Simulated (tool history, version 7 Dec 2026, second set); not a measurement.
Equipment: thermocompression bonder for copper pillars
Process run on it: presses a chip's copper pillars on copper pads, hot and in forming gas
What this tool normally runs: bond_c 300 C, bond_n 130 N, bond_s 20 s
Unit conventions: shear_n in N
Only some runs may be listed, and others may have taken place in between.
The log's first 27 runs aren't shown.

| run | day | bond_c | bond_n | bond_s | shear_n |
|---|---|---|---|---|---|
| 28 | 48.779 | 282 | 160 | 25 | 78.0 |
| 29 | 50.233 | 287 | 105 | 20 | 46.8 |
| 30 | 51.621 | 271 | 106 | 20 | 41.3 |
| 31 | 53.850 | 300 | 105 | 15 | 48.0 |
| 32 | 55.871 | 300 | 105 | 15 | 46.0 |
| 33 | 56.929 | 323 | 163 | 52 | 119.3 |
| 34 | 58.796 | 323 | 163 | 52 | 120.5 |
| 35 | 60.229 | 323 | 163 | 52 | 118.5 |
| 36 | 62.350 | 323 | 163 | 52 | 119.5 |
| 37 | 64.550 | 279 | 144 | 26 | 67.8 |
| 38 | 66.317 | 288 | 81 | 18 | 32.9 |
|  | 66.521 | forming gas filter changed |
|  | 67.800 | force cell calibrated |
| 39 | 67.800 | 300 | 130 | 21 | 69.1 |

4 options for the next run, each taken on its own from the tool as it stands now. Forecast them:
| A | 70.075 | 311 | 130 | 21 | ? |
| B | 70.075 | 300 | 111 | 21 | ? |
| C | 70.075 | 295 | 122 | 20 | ? |
| D | 70.075 | 300 | 94 | 11 | ? |

| run | shear_n |
|---|---|
| A | 74.4 |
| B | 58.6 |
| C | 61.7 |
| D | 38.1 |
Without the tool's unlogged condition, the same runs would have read:
| run | shear_n |
|---|---|
| A | 75.3 |
| B | 59.4 |
| C | 62.5 |
| D | 38.6 |
